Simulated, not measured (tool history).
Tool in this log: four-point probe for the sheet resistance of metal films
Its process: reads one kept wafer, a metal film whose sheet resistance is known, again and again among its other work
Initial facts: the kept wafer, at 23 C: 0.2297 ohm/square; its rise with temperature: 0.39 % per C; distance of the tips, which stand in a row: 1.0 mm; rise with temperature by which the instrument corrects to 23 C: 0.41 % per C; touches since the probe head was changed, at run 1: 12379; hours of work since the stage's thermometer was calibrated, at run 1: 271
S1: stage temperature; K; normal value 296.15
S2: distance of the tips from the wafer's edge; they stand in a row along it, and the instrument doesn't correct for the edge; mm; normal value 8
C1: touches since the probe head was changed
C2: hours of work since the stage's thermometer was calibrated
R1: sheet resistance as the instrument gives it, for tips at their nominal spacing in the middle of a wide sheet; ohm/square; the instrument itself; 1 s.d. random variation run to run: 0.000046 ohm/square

run    hour      S1  S2      C1    C2        R1
  1       0  296.15   8   12379   271  0.231656
  2    81.9  296.15   8   16889   326  0.231712
  3   198.5  296.15   8   23303   404   0.23156
  4   249.7  304.15   8   26122   439   0.23116
  5   303.1  304.15   8   29061   475  0.231043
  6   388.8  296.15   8   33782   533  0.231472
  7   502.7  296.15  10   40048   609  0.230686
  8   590.1  296.15  10   44862   668  0.230543
  9   655.7  296.15  10   48473   713  0.230553
 10   770.8  297.15   8   54806   790  0.231113
 11   865.9  297.15   8   60041   854  0.231065
 12   967.8  296.15   9   65649   923  0.230465
 13  1018.9  296.15   9   68465   957  0.230492
 14  1072.5  296.15   9   71415   994  0.230502
 15  1145.5  296.15   9   75436  1043  0.230466
 16  1197.4  296.15   9   78291  1078  0.230501
 17  1254.9  296.15   9   81457  1117   0.23035
 18  1343.2  296.15   9   86317  1176   0.23036
 19  1393.6  296.15   9   89088  1210  0.230308
 20  1508.2  296.15  14   95399  1287   0.22935
 21  1577.9  296.15  14   99236  1334  0.229302
 22  1636.4  296.15  14  102456  1374  0.229182
 23  1701.5  291.15   8  106037  1418  0.230683
 24  1813.5  291.15   8  112201  1493  0.230638
 25  1879.3  291.15   8  115826  1537  0.230456
 26  1977.9  291.15   3  121251  1604  0.241375
 27  2069.9  307.15   3  126315  1666  0.240709
 28  2178.1  292.15  25  132274  1739  0.228553
 29  2240.2  297.15  10  135689  1781  0.229355
 30  2308.6  297.15  10  139458  1827  0.229321
 31    2405  305.15   4  144763  1892  0.235136
 32  2517.2  304.15  52  150940  1968  0.227584
 33  2604.6  304.15  17  155749  2026  0.227894
 34  2678.9  296.15  39  159841  2077  0.227896
 35  2751.9  296.15   6  163860  2126  0.231158
 36  2866.8  301.15  38  170184  2203  0.227515
 37  2921.4  301.15  38  173189  2240  0.227524
 38  3035.2  307.15   9  179450  2317  0.228609
     3063.6  -- stage's thermometer calibrated
 39  3143.3  297.15  62  185375    54  0.228062
 40  3249.1  294.15  38  191201   125  0.228242
     3334.7  -- new probe head fitted
 41  3367.9  294.15  38    1831   204  0.229646
 42  3482.3  294.15  38    8129   282  0.229595
 43    3544  294.15  38   11525   323  0.229521
 44  3607.3  299.15   5   15005   366  0.234055
 45  3682.6  301.15   8   19155   417  0.231078

3 ways to go on from here, each from the tool as it stands after run 45. What would each give?
  A  3753.6  299.15   5  23061  464   ?
  B  3753.6  295.15   8  23061  464   ?
  C  3753.6  298.15   4  23061  464   ?

run        R1
  A  0.233977
  B  0.231228
  C  0.236591
What these runs would have given with no unlogged condition in the tool:
run        R1
  A  0.234446
  B  0.231692
  C  0.237065

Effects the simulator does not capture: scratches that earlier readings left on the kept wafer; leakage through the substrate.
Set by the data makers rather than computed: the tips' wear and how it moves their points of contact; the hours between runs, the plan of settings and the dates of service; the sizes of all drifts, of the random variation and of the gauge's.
